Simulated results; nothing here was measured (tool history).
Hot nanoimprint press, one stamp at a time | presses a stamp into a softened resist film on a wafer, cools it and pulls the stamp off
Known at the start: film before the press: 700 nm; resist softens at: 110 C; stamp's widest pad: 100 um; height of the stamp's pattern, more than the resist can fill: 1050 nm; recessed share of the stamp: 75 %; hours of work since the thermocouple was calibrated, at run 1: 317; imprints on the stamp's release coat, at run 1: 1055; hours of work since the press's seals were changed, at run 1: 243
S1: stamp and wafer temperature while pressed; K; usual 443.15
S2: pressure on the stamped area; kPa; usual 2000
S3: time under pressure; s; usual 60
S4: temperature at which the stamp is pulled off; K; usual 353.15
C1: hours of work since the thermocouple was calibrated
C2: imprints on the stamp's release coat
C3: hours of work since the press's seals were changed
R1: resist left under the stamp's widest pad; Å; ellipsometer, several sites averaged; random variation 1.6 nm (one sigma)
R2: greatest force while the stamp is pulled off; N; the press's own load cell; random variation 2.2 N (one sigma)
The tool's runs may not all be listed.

{"run": 1, "hour": 0.0, "S1": 443.15, "S2": 2000, "S3": 60, "S4": 353.15, "C1": 317, "C2": 1055, "C3": 243, "R1": 4193, "R2": 98}
{"run": 2, "hour": 7.1, "S1": 443.15, "S2": 2000, "S3": 60, "S4": 353.15, "C1": 321, "C2": 1085, "C3": 247, "R1": 4213, "R2": 98}
{"run": 3, "hour": 15.6, "S1": 443.15, "S2": 2000, "S3": 60, "S4": 355.15, "C1": 326, "C2": 1120, "C3": 252, "R1": 4201, "R2": 98}
{"run": 4, "hour": 29.1, "S1": 443.15, "S2": 2000, "S3": 60, "S4": 355.15, "C1": 334, "C2": 1177, "C3": 261, "R1": 4205, "R2": 95}
{"run": 5, "hour": 38.8, "S1": 450.15, "S2": 2000, "S3": 60, "S4": 355.15, "C1": 340, "C2": 1217, "C3": 266, "R1": 3417, "R2": 100}
{"run": 6, "hour": 45.0, "S1": 450.15, "S2": 2000, "S3": 60, "S4": 355.15, "C1": 344, "C2": 1243, "C3": 270, "R1": 3401, "R2": 97}
{"run": 7, "hour": 59.1, "S1": 445.15, "S2": 2000, "S3": 60, "S4": 355.15, "C1": 352, "C2": 1302, "C3": 278, "R1": 3935, "R2": 97}
{"run": 8, "hour": 65.4, "S1": 443.15, "S2": 2000, "S3": 60, "S4": 353.15, "C1": 356, "C2": 1328, "C3": 282, "R1": 4156, "R2": 96}
{"run": 9, "hour": 72.0, "S1": 443.15, "S2": 2000, "S3": 60, "S4": 353.15, "C1": 360, "C2": 1356, "C3": 286, "R1": 4154, "R2": 101}
{"run": 10, "hour": 83.0, "S1": 443.15, "S2": 2000, "S3": 60, "S4": 353.15, "C1": 367, "C2": 1402, "C3": 293, "R1": 4164, "R2": 101}
{"run": 11, "hour": 95.5, "S1": 437.15, "S2": 2000, "S3": 60, "S4": 353.15, "C1": 374, "C2": 1454, "C3": 300, "R1": 4837, "R2": 98}
{"run": 12, "hour": 102.1, "S1": 437.15, "S2": 2000, "S3": 60, "S4": 346.15, "C1": 378, "C2": 1481, "C3": 304, "R1": 4865, "R2": 109}
{"hour": 109.5, "done": "stamp cleaned and given a new release coat"}
{"run": 13, "hour": 116.9, "S1": 437.15, "S2": 2000, "S3": 73, "S4": 346.15, "C1": 383, "C2": 31, "C3": 310, "R1": 4616, "R2": 105}
{"run": 14, "hour": 123.5, "S1": 437.15, "S2": 2000, "S3": 73, "S4": 346.15, "C1": 387, "C2": 59, "C3": 314, "R1": 4624, "R2": 109}
{"run": 15, "hour": 131.8, "S1": 443.15, "S2": 2000, "S3": 60, "S4": 354.15, "C1": 392, "C2": 93, "C3": 318, "R1": 4165, "R2": 97}
{"run": 16, "hour": 145.8, "S1": 443.15, "S2": 2000, "S3": 60, "S4": 354.15, "C1": 401, "C2": 152, "C3": 327, "R1": 4142, "R2": 98}
{"run": 17, "hour": 155.9, "S1": 436.15, "S2": 3190, "S3": 78, "S4": 357.15, "C1": 407, "C2": 194, "C3": 333, "R1": 3861, "R2": 95}
{"run": 18, "hour": 163.9, "S1": 436.15, "S2": 3190, "S3": 78, "S4": 357.15, "C1": 412, "C2": 227, "C3": 338, "R1": 3832, "R2": 93}
{"run": 19, "hour": 178.1, "S1": 443.15, "S2": 1560, "S3": 65, "S4": 353.15, "C1": 420, "C2": 286, "C3": 346, "R1": 4468, "R2": 96}
{"run": 20, "hour": 184.5, "S1": 444.15, "S2": 2000, "S3": 60, "S4": 353.15, "C1": 424, "C2": 313, "C3": 350, "R1": 4018, "R2": 98}
{"run": 21, "hour": 190.7, "S1": 443.15, "S2": 2810, "S3": 31, "S4": 353.15, "C1": 428, "C2": 339, "C3": 354, "R1": 4331, "R2": 98}
{"run": 22, "hour": 202.5, "S1": 443.15, "S2": 2810, "S3": 31, "S4": 353.15, "C1": 435, "C2": 388, "C3": 361, "R1": 4301, "R2": 101}
{"run": 23, "hour": 210.9, "S1": 437.15, "S2": 2460, "S3": 109, "S4": 353.15, "C1": 440, "C2": 423, "C3": 366, "R1": 3748, "R2": 96}
{"run": 24, "hour": 224.6, "S1": 443.15, "S2": 2030, "S3": 60, "S4": 347.15, "C1": 448, "C2": 480, "C3": 374, "R1": 4050, "R2": 106}
{"run": 25, "hour": 230.7, "S1": 438.15, "S2": 2270, "S3": 60, "S4": 353.15, "C1": 452, "C2": 506, "C3": 378, "R1": 4515, "R2": 103}
{"hour": 235.0, "done": "plate thermocouple calibrated"}
{"run": 26, "hour": 240.9, "S1": 433.15, "S2": 1380, "S3": 60, "S4": 360.15, "C1": 4, "C2": 536, "C3": 382, "R1": 5819, "R2": 86}
{"run": 27, "hour": 253.2, "S1": 433.15, "S2": 1380, "S3": 60, "S4": 355.15, "C1": 11, "C2": 588, "C3": 389, "R1": 5807, "R2": 96}
{"run": 28, "hour": 259.9, "S1": 443.15, "S2": 2000, "S3": 84, "S4": 340.15, "C1": 15, "C2": 615, "C3": 393, "R1": 3702, "R2": 118}
{"run": 29, "hour": 274.6, "S1": 434.15, "S2": 2000, "S3": 51, "S4": 353.15, "C1": 24, "C2": 677, "C3": 402, "R1": 5336, "R2": 96}
{"run": 30, "hour": 283.8, "S1": 434.15, "S2": 2000, "S3": 51, "S4": 353.15, "C1": 29, "C2": 715, "C3": 408, "R1": 5329, "R2": 95}

4 ways to go on from here, each from the tool as it stands after run 30. What would each give?
{"run": "A", "hour": 293.9, "S1": 438.15, "S2": 2000, "S3": 110, "S4": 353.15, "C1": 35, "C2": 757, "C3": 414, "R1": "?", "R2": "?"}
{"run": "B", "hour": 293.9, "S1": 438.15, "S2": 1220, "S3": 51, "S4": 339.15, "C1": 35, "C2": 757, "C3": 414, "R1": "?", "R2": "?"}
{"run": "C", "hour": 293.9, "S1": 434.15, "S2": 2000, "S3": 51, "S4": 352.15, "C1": 35, "C2": 757, "C3": 414, "R1": "?", "R2": "?"}
{"run": "D", "hour": 293.9, "S1": 451.15, "S2": 2440, "S3": 60, "S4": 345.15, "C1": 35, "C2": 757, "C3": 414, "R1": "?", "R2": "?"}

run=A R1=3985 R2=97
run=B R1=5607 R2=115
run=C R1=5337 R2=103
run=D R1=2928 R2=106
Without the tool's hidden state the same runs would have given:
run=A R1=4067 R2=96
run=B R1=5724 R2=114
run=C R1=5448 R2=102
run=D R1=2988 R2=105

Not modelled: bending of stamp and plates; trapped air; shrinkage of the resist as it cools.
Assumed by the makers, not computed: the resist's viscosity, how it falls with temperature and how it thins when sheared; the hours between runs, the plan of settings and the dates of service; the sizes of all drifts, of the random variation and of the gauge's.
